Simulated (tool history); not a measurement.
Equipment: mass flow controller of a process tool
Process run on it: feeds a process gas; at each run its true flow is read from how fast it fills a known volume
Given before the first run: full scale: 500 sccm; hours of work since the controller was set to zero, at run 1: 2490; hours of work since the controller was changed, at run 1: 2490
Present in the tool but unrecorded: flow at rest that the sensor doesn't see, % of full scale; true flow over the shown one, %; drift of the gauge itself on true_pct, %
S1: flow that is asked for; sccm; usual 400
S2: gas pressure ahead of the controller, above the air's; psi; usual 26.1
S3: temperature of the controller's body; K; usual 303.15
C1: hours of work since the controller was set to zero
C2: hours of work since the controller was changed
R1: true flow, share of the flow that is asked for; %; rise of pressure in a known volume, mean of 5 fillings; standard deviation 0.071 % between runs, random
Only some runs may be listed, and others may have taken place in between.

run     hour   S1    S2      S3    C1    C2     R1
  1      0.0  400  26.1  303.15  2490  2490  99.05
  2    348.7  400  26.1  298.15  2610  2610  98.78
  3    630.3  400  26.1  303.15  2707  2707  99.03
  4    965.2  107  26.1  303.15  2823  2823  98.97
  5   1263.0  400  39.7  303.15  2926  2926  98.51
  6   1446.4  400  39.7  303.15  2990  2990  98.44
  7   1738.0  400  39.7  303.15  3090  3090  98.52
  8   1883.0  400  28.9  303.15  3140  3140  98.62
  9   2167.6  400  28.9  303.15  3239  3239  98.71
 10   2328.9  400  28.9  303.15  3295  3295  98.59
 11   2594.9  400  28.0  303.15  3387  3387  98.65
 12   2940.2  400  28.0  303.15  3506  3506  98.47
 13   3168.3  400  28.0  303.15  3585  3585  98.54
 14   3488.7   94  26.1  303.15  3695  3695  99.00
 15   3665.1  400  26.1  294.15  3756  3756  98.39
 16   3994.7  400  26.1  294.15  3870  3870  98.33
 17   4266.3  400  26.1  303.15  3964  3964  98.42
 18   4594.2  400  26.1  303.15  4078  4078  98.36
 19   4802.4  400  26.1  303.15  4150  4150  98.38
 20   5141.5  400  26.1  303.15  4267  4267  98.50
 21   5430.9  400  26.1  303.15  4367  4367  98.23
 22   5599.3  400  26.1  303.15  4425  4425  98.21
 23   5792.5  400  26.1  303.15  4492  4492  98.36
 24   5960.2  400  35.8  303.15  4550  4550  98.06
 25   6215.3  400  35.8  303.15  4638  4638  97.93
 26   6451.2  400  35.8  303.15  4720  4720  98.06
 27   6663.9   64  35.8  306.15  4793  4793  99.66
 28   6819.0  100  34.8  312.15  4847  4847  98.70
 29   7129.4  100  34.8  312.15  4954  4954  98.76
 30   7443.7  100  34.8  312.15  5063  5063  98.83
 31   7614.0  100  25.1  312.15  5122  5122  99.08
 32   7769.6  493  26.1  297.15  5175  5175  97.88
 33   8013.0  493  26.1  297.15  5259  5259  97.96
      8072.2  -- controller's zero set anew
 34   8155.0  165  33.6  297.15    29  5308  96.76
 35   8453.7  165  33.6  297.15   132  5412  96.67
 36   8753.1  181  28.7  300.15   235  5515  96.85
 37   8958.5   61  21.5  303.15   306  5586  97.09
 38   9149.1  347  22.9  309.15   372  5652  97.38
 39   9462.2  100  27.3  312.15   480  5760  96.97
 40   9687.3  100  27.3  312.15   558  5838  97.09
 41   9856.1  183  27.3  294.15   617  5896  96.62
 42  10145.2  188  34.7  296.15   717  5996  96.49
 43  10299.2   52  29.2  306.15   770  6050  97.09
 44  10551.9   52  21.8  306.15   857  6137  97.35
 45  10837.2  446  33.8  299.15   956  6236  96.99
 46  11121.4  108  22.3  299.15  1054  6334  96.77
 47  11467.3  108  22.3  299.15  1174  6453  96.77
 48  11680.6  455  39.0  296.15  1247  6527  96.60
     11873.3  -- controller exchanged for a calibrated one
 49  11964.0  159  23.1  296.15    31    31  99.73

Had the tool no unlogged condition, and each run kept its random variation, what would the results have been?
run      R1
  1  100.05
  2   99.82
  3  100.11
  4   99.39
  5   99.67
  6   99.62
  7   99.72
  8   99.85
  9   99.97
 10   99.87
 11   99.97
 12   99.83
 13   99.93
 14   99.35
 15   99.85
 16   99.82
 17   99.95
 18   99.94
 19   99.98
 20  100.15
 21   99.91
 22   99.91
 23  100.09
 24   99.81
 25   99.71
 26   99.86
 27   99.22
 28   99.24
 29   99.30
 30   99.38
 31   99.64
 32   99.92
 33  100.04
 34   99.22
 35   99.16
 36   99.36
 37   99.46
 38   99.98
 39   99.46
 40   99.58
 41   99.24
 42   99.13
 43   99.31
 44   99.54
 45   99.83
 46   99.34
 47   99.36
 48   99.55
 49   99.46
